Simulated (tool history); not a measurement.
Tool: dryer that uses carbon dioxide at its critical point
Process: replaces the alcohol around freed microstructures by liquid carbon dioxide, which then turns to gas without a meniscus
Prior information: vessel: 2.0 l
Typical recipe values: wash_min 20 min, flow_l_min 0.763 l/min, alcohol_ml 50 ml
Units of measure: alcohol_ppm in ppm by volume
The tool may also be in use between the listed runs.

Run 1, hour 0.0: usual settings. Result: alcohol_ppm 200 ppm by volume.
Run 2, hour 12.1: usual settings. Result: alcohol_ppm 190 ppm by volume.
Run 3, hour 27.1: usual settings but flow_l_min 0.887 l/min. Result: alcohol_ppm 153 ppm by volume.
Run 4, hour 39.0: usual settings but flow_l_min 0.887 l/min. Result: alcohol_ppm 147 ppm by volume.
Run 5, hour 52.6: usual settings but flow_l_min 0.887 l/min. Result: alcohol_ppm 142 ppm by volume.
Run 6, hour 62.0: usual settings but wash_min 17 min. Result: alcohol_ppm 318 ppm by volume.
Run 7, hour 70.2: usual settings but wash_min 17 min, flow_l_min 0.567 l/min. Result: alcohol_ppm 860 ppm by volume.
Run 8, hour 85.9: usual settings but wash_min 17 min, flow_l_min 0.567 l/min. Result: alcohol_ppm 887 ppm by volume.
Run 9, hour 95.4: usual settings but wash_min 17 min, flow_l_min 0.567 l/min. Result: alcohol_ppm 881 ppm by volume.
Run 10, hour 109.8: usual settings but wash_min 17 min, flow_l_min 0.974 l/min. Result: alcohol_ppm 187 ppm by volume.
Run 11, hour 125.0: usual settings but wash_min 17 min, flow_l_min 0.974 l/min. Result: alcohol_ppm 191 ppm by volume.
Run 12, hour 137.9: usual settings but flow_l_min 0.733 l/min. Result: alcohol_ppm 265 ppm by volume.
Run 13, hour 152.5: usual settings but flow_l_min 0.733 l/min. Result: alcohol_ppm 261 ppm by volume.

Run 14 comes next. What will it give?
Run 14, hour 166.6: usual settings but wash_min 27 min, flow_l_min 0.733 l/min, alcohol_ml 57 ml. Result: alcohol_ppm ?.

alcohol_ppm: 167 ppm by volume
The same run, on a tool lacking any hidden state, would have yielded alcohol_ppm 21 ppm by volume.
